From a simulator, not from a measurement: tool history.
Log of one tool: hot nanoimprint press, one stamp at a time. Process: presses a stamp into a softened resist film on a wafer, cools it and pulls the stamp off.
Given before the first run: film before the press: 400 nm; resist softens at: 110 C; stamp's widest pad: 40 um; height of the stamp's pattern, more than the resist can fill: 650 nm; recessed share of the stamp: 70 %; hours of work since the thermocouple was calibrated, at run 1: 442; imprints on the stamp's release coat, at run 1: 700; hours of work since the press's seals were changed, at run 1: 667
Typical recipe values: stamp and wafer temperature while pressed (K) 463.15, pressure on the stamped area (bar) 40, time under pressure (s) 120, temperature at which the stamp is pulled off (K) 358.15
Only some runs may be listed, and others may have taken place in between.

run	hour	stamp and wafer temperature while pressed (K)	pressure on the stamped area (bar)	time under pressure (s)	temperature at which the stamp is pulled off (K)	hours of work since the thermocouple was calibrated	imprints on the stamp's release coat	hours of work since the press's seals were changed	resist left under the stamp's widest pad (Å)	greatest force while the stamp is pulled off (N)
1	0	463.15	40	120	358.15	442	700	667	2286	131
2	44.1	463.15	40	120	358.15	462	763	687	2306	135
3	87.2	463.15	40	120	358.15	481	825	707	2303	131
# hour 110: plate thermocouple calibrated
# hour 126.5: stamp cleaned and given a new release coat
4	144.5	463.15	33.7	120	358.15	13	26	729	2457	131
5	179.3	463.15	33.7	120	358.15	29	75	745	2468	131
6	218.2	463.15	33.7	120	358.15	47	131	763	2481	130
7	240.5	463.15	58.6	120	358.15	57	163	773	2006	131
8	287.4	463.15	58.6	120	358.15	78	230	794	2013	130
9	337.6	463.15	58.6	120	358.15	101	301	817	2019	131
10	380.1	463.15	40	120	358.15	121	362	837	2353	130
11	417.7	463.15	40	120	358.15	138	416	854	2350	132
# hour 445.6: gauge calibrated
12	453.3	455.15	45	76	360.15	154	466	870	2952	130
13	479.3	455.15	39.2	76	360.15	166	504	882	3066	127
14	529.1	455.15	39.2	76	360.15	189	575	905	3070	128
15	565.4	455.15	39.6	76	357.15	205	626	921	3074	135
16	588.6	455.15	39.6	76	357.15	216	660	932	3079	134
17	609.2	455.15	28.3	76	357.15	225	689	941	3310	133
18	641.3	464.15	40	120	361.15	240	735	956	2264	129
19	669.5	464.15	40	95	361.15	253	775	969	2456	125

Some steps in resist left under the stamp's widest pad (Å) between neighbouring runs. How much of each would the tool show without its hidden state too (settings, what came in, random variation), and how much is left for the hidden state, with any gauge scatter that isn't in both results?
The hidden state here: true temperature over the reading, C; pressure that arrives at the usual setting, %; grip of the stamp's worn release coat, % over a new coat's; drift of the gauge itself on residual_nm, %; drift of the gauge itself on pull_off_n, %.
Run 11 -> 12: stamp and wafer temperature while pressed (K) 463.15 -> 455.15, pressure on the stamped area (bar) 40 -> 45, time under pressure (s) 120 -> 76, temperature at which the stamp is pulled off (K) 358.15 -> 360.15, gauge calibrated. resist left under the stamp's widest pad (Å) +602: hidden state -57, all else +659.
Run 17 -> 18: stamp and wafer temperature while pressed (K) 455.15 -> 464.15, pressure on the stamped area (bar) 28.3 -> 40, time under pressure (s) 76 -> 120, temperature at which the stamp is pulled off (K) 357.15 -> 361.15. resist left under the stamp's widest pad (Å) -1046: hidden state -6, all else -1040.
